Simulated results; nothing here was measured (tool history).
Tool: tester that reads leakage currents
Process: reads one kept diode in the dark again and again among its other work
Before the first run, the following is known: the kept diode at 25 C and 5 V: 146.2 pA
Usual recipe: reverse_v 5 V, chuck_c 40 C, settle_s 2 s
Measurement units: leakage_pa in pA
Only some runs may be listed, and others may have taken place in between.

| run | hour | reverse_v | chuck_c | settle_s | leakage_pa |
|---|---|---|---|---|---|
| 1 | 0 | 5 | 40 | 2 | 500.09 |
| 2 | 160.8 | 5 | 37 | 2 | 400.61 |
| 3 | 336.5 | 5 | 37 | 2 | 402.51 |
| 4 | 566.6 | 5 | 37 | 2 | 403.49 |
| 5 | 724.3 | 5 | 37 | 2 | 403.7 |
|  | 944.3 | probe card cleaned and baked |
| 6 | 963.7 | 5 | 37 | 2 | 403.21 |
| 7 | 1196.5 | 5 | 37 | 2 | 406.34 |
| 8 | 1362.5 | 5 | 37 | 2 | 406.16 |
| 9 | 1566.2 | 13.99 | 36 | 1.13 | 571.9 |
| 10 | 1759.7 | 13.99 | 36 | 1.13 | 574.69 |
| 11 | 1922.5 | 14.13 | 52 | 3.33 | 1859.78 |
| 12 | 2142.4 | 9.27 | 36 | 3.06 | 493.48 |
| 13 | 2317.9 | 9.63 | 29 | 0.88 | 293.12 |
| 14 | 2445.2 | 2.92 | 35 | 2.2 | 287.12 |

Predict each of these 3 candidate next runs independently; none follows another, all start after run 14:
|  | 2513.2 | chuck's temperature calibrated |
| A | 2611.1 | 3.28 | 40 | 2 | ? |
|  | 2513.2 | chuck's temperature calibrated |
| B | 2611.1 | 1.55 | 21 | 1.49 | ? |
|  | 2513.2 | chuck's temperature calibrated |
| C | 2611.1 | 3.17 | 26 | 2.2 | ? |

| run | leakage_pa |
|---|---|
| A | 413.05 |
| B | 67.03 |
| C | 135.8 |
The same runs, with their run-to-run variation unchanged, on a tool lacking any hidden condition would have given:
| run | leakage_pa |
|---|---|
| A | 406.98 |
| B | 65.49 |
| C | 132.69 |

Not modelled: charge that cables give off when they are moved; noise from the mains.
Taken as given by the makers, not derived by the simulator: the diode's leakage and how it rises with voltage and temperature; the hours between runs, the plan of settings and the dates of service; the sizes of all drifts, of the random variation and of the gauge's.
